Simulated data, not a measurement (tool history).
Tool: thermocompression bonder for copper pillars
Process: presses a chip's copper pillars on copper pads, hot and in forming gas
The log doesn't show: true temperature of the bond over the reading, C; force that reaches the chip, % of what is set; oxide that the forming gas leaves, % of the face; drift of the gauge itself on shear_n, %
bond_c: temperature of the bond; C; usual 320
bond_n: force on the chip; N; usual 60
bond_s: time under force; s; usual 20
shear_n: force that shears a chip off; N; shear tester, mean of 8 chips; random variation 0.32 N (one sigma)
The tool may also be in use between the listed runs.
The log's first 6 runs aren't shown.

run    hour  bond_c  bond_n  bond_s  hours of work since the heater was calibrated  hours of work since the force cell was calibrated  hours of work since the gas filter was changed  shear_n
  7   342.1     320      60      20                                             55                                               1770                                              65     38.9
  8   398.1     341      60      20                                             84                                               1798                                              94     47.3
  9   468.2     341      60      20                                            120                                               1835                                             130     47.3
 10   512.0     341      60      20                                            143                                               1857                                             153     47.7
 11   566.9     341      60      20                                            171                                               1885                                             181     47.0
 12   637.2     320      60      20                                            207                                               1921                                             217     38.0
 13   674.2     320      60      20                                            226                                               1940                                             236     39.4
 14   719.3     320      60      20                                            249                                               1964                                             259     38.9
      794.9  -- force cell calibrated
 15   805.8     320      60      20                                            293                                                  6                                             303     38.4
 16   852.2     320      60      20                                            317                                                 29                                             327     38.5
 17   890.4     320      53      20                                            337                                                 49                                             347     33.7
      919.0  -- forming gas filter changed
 18   930.1     320      60      17                                            357                                                 69                                               6     36.8
 19   984.6     320      60      17                                            385                                                 97                                              34     36.5
 20  1058.3     320      60      17                                            423                                                135                                              72     36.5
 21  1139.7     342      51      40                                            465                                                177                                             113     51.8
 22  1184.5     292      41      32                                            488                                                200                                             137     22.2
 23  1255.8     312      50      15                                            524                                                237                                             173     25.6
 24  1329.2     312      50      15                                            562                                                275                                             211     25.7
 25  1392.4     320      86      20                                            594                                                307                                             243     56.5
 26  1468.2     299      74      20                                            633                                                346                                             282     40.0
 27  1530.2     311      36      11                                            665                                                378                                             314     15.1
 28  1607.9     311      36      11                                            705                                                418                                             354     14.9
     1621.6  -- forming gas filter changed
 29  1686.4     344      73      21                                            745                                                458                                              33     58.7
 30  1771.8     307      73      58                                            789                                                502                                              77     61.2
 31  1858.0     320      79      20                                            834                                                546                                             122     51.9

5 ways to go on from here, each from the tool as it stands after run 31. What would each give?
  A  1907.0     320      79      29                                            859                                                571                                             147        ?
  B  1907.0     320      70      14                                            859                                                571                                             147        ?
  C  1907.0     320      60      43                                            859                                                571                                             147        ?
  D  1907.0     302      79      20                                            859                                                571                                             147        ?
  E  1907.0     340      58      37                                            859                                                571                                             147        ?

run  shear_n
  A     59.1
  B     40.2
  C     52.1
  D     43.9
  E     56.3
Without the tool's hidden state the same runs would have given:
run  shear_n
  A     58.8
  B     39.9
  C     51.7
  D     43.6
  E     56.0
